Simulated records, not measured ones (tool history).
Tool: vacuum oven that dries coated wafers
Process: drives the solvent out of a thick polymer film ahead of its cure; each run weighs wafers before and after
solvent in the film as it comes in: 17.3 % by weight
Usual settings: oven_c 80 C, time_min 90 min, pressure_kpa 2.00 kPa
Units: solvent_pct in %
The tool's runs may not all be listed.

{"run": 1, "hour": 0.0, "oven_c": 80, "time_min": 90, "pressure_kpa": 2.0, "solvent_pct": 4.06}
{"run": 2, "hour": 24.1, "oven_c": 80, "time_min": 90, "pressure_kpa": 2.0, "solvent_pct": 4.1}
{"run": 3, "hour": 35.7, "oven_c": 80, "time_min": 90, "pressure_kpa": 2.0, "solvent_pct": 4.06}
{"run": 4, "hour": 46.1, "oven_c": 80, "time_min": 90, "pressure_kpa": 2.0, "solvent_pct": 4.1}
{"run": 5, "hour": 58.0, "oven_c": 80, "time_min": 90, "pressure_kpa": 2.0, "solvent_pct": 4.18}
{"run": 6, "hour": 73.6, "oven_c": 80, "time_min": 90, "pressure_kpa": 2.09, "solvent_pct": 4.23}
{"run": 7, "hour": 91.8, "oven_c": 80, "time_min": 90, "pressure_kpa": 2.09, "solvent_pct": 4.27}
{"run": 8, "hour": 107.2, "oven_c": 80, "time_min": 90, "pressure_kpa": 2.0, "solvent_pct": 4.14}
{"run": 9, "hour": 119.8, "oven_c": 80, "time_min": 90, "pressure_kpa": 2.0, "solvent_pct": 3.95}
{"run": 10, "hour": 142.7, "oven_c": 80, "time_min": 90, "pressure_kpa": 2.0, "solvent_pct": 4.06}
{"run": 11, "hour": 159.2, "oven_c": 80, "time_min": 90, "pressure_kpa": 2.0, "solvent_pct": 4.07}
{"run": 12, "hour": 170.9, "oven_c": 80, "time_min": 90, "pressure_kpa": 2.0, "solvent_pct": 4.07}
{"run": 13, "hour": 190.1, "oven_c": 80, "time_min": 90, "pressure_kpa": 2.0, "solvent_pct": 4.08}
{"run": 14, "hour": 215.2, "oven_c": 80, "time_min": 53, "pressure_kpa": 2.0, "solvent_pct": 5.84}
{"run": 15, "hour": 232.5, "oven_c": 80, "time_min": 53, "pressure_kpa": 2.0, "solvent_pct": 6.0}
{"run": 16, "hour": 255.9, "oven_c": 80, "time_min": 53, "pressure_kpa": 1.3, "solvent_pct": 5.2}
{"run": 17, "hour": 267.9, "oven_c": 80, "time_min": 53, "pressure_kpa": 1.3, "solvent_pct": 5.25}
{"run": 18, "hour": 280.6, "oven_c": 80, "time_min": 53, "pressure_kpa": 1.3, "solvent_pct": 5.01}
{"run": 19, "hour": 295.6, "oven_c": 80, "time_min": 53, "pressure_kpa": 1.3, "solvent_pct": 5.05}
{"run": 20, "hour": 315.5, "oven_c": 80, "time_min": 53, "pressure_kpa": 1.3, "solvent_pct": 5.16}
{"run": 21, "hour": 328.9, "oven_c": 79, "time_min": 53, "pressure_kpa": 7.17, "solvent_pct": 12.07}
{"run": 22, "hour": 340.1, "oven_c": 79, "time_min": 53, "pressure_kpa": 7.17, "solvent_pct": 12.41}
{"run": 23, "hour": 361.1, "oven_c": 79, "time_min": 53, "pressure_kpa": 7.17, "solvent_pct": 12.42}
{"run": 24, "hour": 377.8, "oven_c": 79, "time_min": 53, "pressure_kpa": 7.17, "solvent_pct": 12.55}
{"run": 25, "hour": 388.2, "oven_c": 92, "time_min": 90, "pressure_kpa": 5.25, "solvent_pct": 4.9}
{"run": 26, "hour": 414.0, "oven_c": 80, "time_min": 91, "pressure_kpa": 2.0, "solvent_pct": 4.01}
{"run": 27, "hour": 431.7, "oven_c": 91, "time_min": 119, "pressure_kpa": 2.17, "solvent_pct": 2.05}
{"run": 28, "hour": 450.6, "oven_c": 91, "time_min": 119, "pressure_kpa": 2.17, "solvent_pct": 2.1}
{"run": 29, "hour": 473.0, "oven_c": 72, "time_min": 77, "pressure_kpa": 3.58, "solvent_pct": 10.14}
{"run": 30, "hour": 488.5, "oven_c": 72, "time_min": 77, "pressure_kpa": 3.58, "solvent_pct": 10.23}
{"run": 31, "hour": 505.5, "oven_c": 77, "time_min": 59, "pressure_kpa": 2.0, "solvent_pct": 6.82}
{"run": 32, "hour": 529.7, "oven_c": 80, "time_min": 48, "pressure_kpa": 2.47, "solvent_pct": 6.88}
{"run": 33, "hour": 555.3, "oven_c": 67, "time_min": 48, "pressure_kpa": 3.2, "solvent_pct": 12.96}
{"run": 34, "hour": 566.1, "oven_c": 67, "time_min": 48, "pressure_kpa": 3.2, "solvent_pct": 12.87}
{"run": 35, "hour": 577.8, "oven_c": 83, "time_min": 71, "pressure_kpa": 2.37, "solvent_pct": 4.24}
{"run": 36, "hour": 591.6, "oven_c": 83, "time_min": 53, "pressure_kpa": 1.05, "solvent_pct": 3.65}
{"run": 37, "hour": 602.5, "oven_c": 94, "time_min": 93, "pressure_kpa": 6.13, "solvent_pct": 5.14}
{"run": 38, "hour": 620.3, "oven_c": 94, "time_min": 93, "pressure_kpa": 6.13, "solvent_pct": 5.27}
{"run": 39, "hour": 644.1, "oven_c": 94, "time_min": 90, "pressure_kpa": 4.25, "solvent_pct": 3.64}
{"run": 40, "hour": 670.0, "oven_c": 82, "time_min": 62, "pressure_kpa": 1.66, "solvent_pct": 4.22}

Forecast each of these 4 alternatives for the next run:
{"run": "A", "hour": 684.5, "oven_c": 80, "time_min": 62, "pressure_kpa": 1.66, "solvent_pct": "?"}
{"run": "B", "hour": 684.5, "oven_c": 83, "time_min": 118, "pressure_kpa": 7.29, "solvent_pct": "?"}
{"run": "C", "hour": 684.5, "oven_c": 71, "time_min": 103, "pressure_kpa": 3.78, "solvent_pct": "?"}
{"run": "D", "hour": 684.5, "oven_c": 75, "time_min": 62, "pressure_kpa": 1.66, "solvent_pct": "?"}

run=A solvent_pct=4.86
run=B solvent_pct=9.65
run=C solvent_pct=10.07
run=D solvent_pct=7.03
Without the tool's hidden state the same runs would have given:
run=A solvent_pct=4.84
run=B solvent_pct=9.63
run=C solvent_pct=10.04
run=D solvent_pct=7.01
